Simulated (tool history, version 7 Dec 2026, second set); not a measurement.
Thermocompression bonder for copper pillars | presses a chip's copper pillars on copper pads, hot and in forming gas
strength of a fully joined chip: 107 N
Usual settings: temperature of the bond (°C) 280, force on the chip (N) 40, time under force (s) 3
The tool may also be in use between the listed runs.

run   hour  temperature of the bond (°C)  force on the chip (N)  time under force (s)  force that shears a chip off (N)
  1    0.0                           280                     40                     3                              60.5
  2    8.1                           280                     40                     3                              59.1
  3   20.1                           280                     40                     3                              60.5
  4   31.9                           260                     40                     3                              46.3
  5   37.8                           260                     40                     3                              45.9
  6   45.8                           282                     40                     3                              62.0
  7   52.1                           280                     40                     3                              59.6
  8   59.6                           280                     41                     3                              61.2
  9   70.8                           280                     41                     3                              60.5
 10   78.5                           280                     38                     3                              57.2
 11   91.0                           280                     38                     3                              56.4
 12  102.3                           280                     38                     3                              56.0
 13  109.3                           280                     38                     3                              56.5
 14  117.6                           280                     38                     3                              57.4
 15  127.6                           280                     40                     3                              58.3
 16  134.5                           280                     40                     3                              58.8
 17  141.1                           280                     40                     3                              59.3
 18  150.0                           280                     32                     6                              60.1
 19  159.8                           298                     25                     8                              65.9
     162.8  -- heater calibrated with a thermocouple chip
 20  168.4                           276                     39                     9                              75.0
 21  181.5                           300                     49                     3                              82.0
 22  194.0                           264                     51                     2                              50.9
 23  201.1                           259                     32                     4                              38.3
     210.9  -- forming gas filter changed
 24  213.0                           300                     31                     2                              52.6
 25  222.3                           296                     40                     2                              62.7
     227.2  -- heater calibrated with a thermocouple chip, once more
 26  235.1                           286                     55                     3                              80.7
 27  247.5                           280                     40                     2                              52.8
 28  254.5                           280                     40                     2                              52.9
 29  265.4                           280                     40                     2                              52.0
 30  271.8                           280                     40                     2                              53.0
 31  278.3                           293                     40                     3                              67.9
 32  285.1                           293                     40                     3                              68.6
 33  298.7                           274                     58                     6                              87.0

4 ways to go on from here, each from the tool as it stands after run 33. What would each give?
  A  307.7                           289                     34                     3                                 ?
  B  307.7                           289                     41                     2                                 ?
  C  307.7                           293                     57                     9                                 ?
  D  307.7                           279                     58                     5                                 ?

run  force that shears a chip off (N)
  A                              56.9
  B                              59.4
  C                             100.7
  D                              87.2
Without the tool's hidden state the same runs would have given:
run  force that shears a chip off (N)
  A                              57.1
  B                              59.5
  C                             101.7
  D                              87.8

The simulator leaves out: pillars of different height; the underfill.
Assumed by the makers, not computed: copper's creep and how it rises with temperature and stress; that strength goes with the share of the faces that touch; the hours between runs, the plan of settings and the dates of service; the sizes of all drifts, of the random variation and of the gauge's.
